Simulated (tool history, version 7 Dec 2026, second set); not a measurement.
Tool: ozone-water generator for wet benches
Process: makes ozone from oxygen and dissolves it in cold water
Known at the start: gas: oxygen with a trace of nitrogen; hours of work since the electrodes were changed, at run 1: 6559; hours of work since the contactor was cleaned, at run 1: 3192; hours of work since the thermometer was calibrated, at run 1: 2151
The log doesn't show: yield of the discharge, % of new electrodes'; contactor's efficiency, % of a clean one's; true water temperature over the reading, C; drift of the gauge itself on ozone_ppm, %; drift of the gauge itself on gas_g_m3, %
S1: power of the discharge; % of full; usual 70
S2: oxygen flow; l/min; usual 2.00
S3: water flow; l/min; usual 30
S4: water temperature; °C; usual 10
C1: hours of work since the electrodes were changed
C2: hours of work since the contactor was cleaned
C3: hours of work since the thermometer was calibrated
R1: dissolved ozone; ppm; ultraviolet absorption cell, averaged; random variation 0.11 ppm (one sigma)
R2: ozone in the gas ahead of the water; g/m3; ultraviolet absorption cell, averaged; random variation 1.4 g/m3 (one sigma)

run      day  S1    S2  S3  S4     C1    C2    C3    R1     R2
  1    0.000  70  2.00  30  10   6559  3192  2151   7.9  231.8
  2    7.442  70  2.00  30  10   6711  3343  2302   7.9  230.7
  3   14.558  59  2.00  30  10   6856  3488  2447   7.3  212.5
  4   21.162  59  2.00  30  10   6990  3623  2581   7.1  214.0
  5   26.100  70  2.00  33  10   7090  3723  2682   6.6  227.8
  6   31.100  70  2.00  31  10   7192  3825  2784   7.5  231.1
  7   35.304  45  2.00  30  10   7278  3910  2869   6.2  181.8
  8   40.362  45  2.00  30  10   7381  4013  2972   6.3  180.7
  9   47.583  45  2.00  30  10   7528  4160  3119   6.1  181.1
 10   51.904  45  2.00  30  10   7616  4248  3207   6.0  183.0
 11   59.679  45  2.00  30  10   7774  4407  3365   6.2  181.9
 12   67.325  45  2.00  30  10   7930  4562  3521   6.0  183.3
 13   71.192  45  2.00  30  10   8008  4641  3600   6.1  181.8
 14   78.171  45  2.00  30  10   8150  4783  3742   6.2  182.1
 15   84.175  70  2.31  30  10   8273  4905  3864   7.9  210.0
 16   92.254  70  2.00  30  10   8437  5070  4029   7.7  226.3
 17   98.192  70  2.00  30  10   8558  5191  4149   7.6  225.0
 18  107.517  98  1.50  22  15   8748  5380  4339  11.9  309.8
     108.633  -- contactor cleaned
     110.508  -- water thermometer calibrated
 19  114.612  98  1.50  22  15   8889   121    84  12.8  308.5
 20  121.238  53  3.35  31   8   9023   256   218   8.1  146.1
 21  126.642  74  1.09  27  10   9133   366   328   7.4  317.8
 22  133.004  72  1.98  29   5   9263   496   458   8.5  225.5
 23  139.458  60  2.00  43  10   9394   627   589   4.6  203.9
 24  146.321  60  2.00  43  10   9534   767   729   4.3  204.7
 25  153.817  51  1.40  30  10   9687   919   882   6.1  229.5
 26  159.338  70  1.28  23  10   9799  1032   994   9.6  282.2
 27  168.896  70  1.28  23  10   9994  1226  1189   9.4  281.2
 28  178.271  70  1.28  23  10  10184  1417  1379   9.7  279.2
 29  186.000  70  1.63  25  10  10342  1574  1537   9.2  246.6
 30  190.500  70  1.63  25  10  10433  1666  1628   9.0  245.0
 31  195.821  70  1.63  25  10  10542  1774  1737   9.1  242.2
 32  200.092  48  1.63  24  10  10629  1861  1824   8.1  204.2
 33  209.475  70  3.40  23   6  10820  2052  2015  12.6  162.8

Forecast each of these 4 alternatives for the next run:
  A  218.883  49  2.00  20  10  11011  2244  2206   ?   ?
  B  218.883  70  3.40  37   8  11011  2244  2206   ?   ?
  C  218.883  70  3.40  22   6  11011  2244  2206   ?   ?
  D  218.883  55  3.40  23   6  11011  2244  2206   ?   ?

run    R1     R2
  A  10.6  182.1
  B   6.9  164.2
  C  13.1  163.0
  D  11.2  145.8
Without the tool's hidden state the same runs would have given:
run    R1     R2
  A  12.5  208.4
  B   8.4  193.8
  C  15.9  192.4
  D  13.3  168.4
